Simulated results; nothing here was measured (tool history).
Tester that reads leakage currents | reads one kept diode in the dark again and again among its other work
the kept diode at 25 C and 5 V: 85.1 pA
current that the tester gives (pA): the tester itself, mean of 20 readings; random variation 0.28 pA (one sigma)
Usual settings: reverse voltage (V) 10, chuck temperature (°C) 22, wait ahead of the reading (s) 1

| run | hour | reverse voltage (V) | chuck temperature (°C) | wait ahead of the reading (s) | current that the tester gives (pA) |
|---|---|---|---|---|---|
| 1 | 0 | 10 | 22 | 1 | 91.08 |
| 2 | 196.1 | 10 | 22 | 1 | 90.69 |
| 3 | 318.8 | 10 | 22 | 1 | 90.56 |
| 4 | 497.8 | 10 | 22 | 1 | 90.85 |
| 5 | 602.3 | 10 | 22 | 1 | 90.45 |
| 6 | 825.9 | 10 | 22 | 1 | 90.46 |
| 7 | 930.1 | 10 | 49 | 1 | 922.35 |
| 8 | 1036.2 | 10 | 55 | 1 | 1480.45 |
| 9 | 1180.8 | 10 | 55 | 1 | 1475.28 |
| 10 | 1292.6 | 10 | 55 | 1 | 1473.29 |
| 11 | 1436.1 | 10 | 55 | 1 | 1450.33 |
| 12 | 1595.5 | 10 | 55 | 1 | 1449.28 |
|  | 1614.9 | probe card cleaned and baked |
| 13 | 1821.7 | 3.7 | 22 | 1 | 52.6 |
| 14 | 1927.3 | 10 | 22 | 0.62 | 86.01 |
| 15 | 2158.2 | 10 | 22 | 1 | 84.86 |
| 16 | 2301.2 | 10 | 22 | 1 | 84.81 |
| 17 | 2546.8 | 10 | 22 | 1 | 83.79 |
| 18 | 2673.7 | 10 | 22 | 1 | 83.77 |
| 19 | 2912 | 10 | 22 | 3.21 | 82.83 |
| 20 | 3026.7 | 10 | 22 | 3.21 | 82.34 |
| 21 | 3192.4 | 8.6 | 38 | 5.77 | 320.49 |
| 22 | 3432.3 | 8.6 | 49 | 9 | 798.1 |
|  | 3485.9 | chuck's temperature calibrated |
| 23 | 3587.1 | 8.6 | 49 | 9 | 895.83 |
| 24 | 3804.1 | 8.6 | 45 | 0.41 | 650.79 |
|  | 3866.9 | probe card cleaned and baked |
| 25 | 4031.2 | 6.1 | 22 | 1 | 71.58 |
| 26 | 4191.7 | 1.5 | 22 | 0.37 | 36.52 |
| 27 | 4356.4 | 1.5 | 22 | 0.37 | 36.43 |

Forecast run 28:
| 28 | 4584.6 | 10 | 30 | 2.16 | ? |

{"run 28": {"current that the tester gives (pA)": 186.16}}
Without the tool's hidden state the same run would have given current that the tester gives (pA) 187.92.
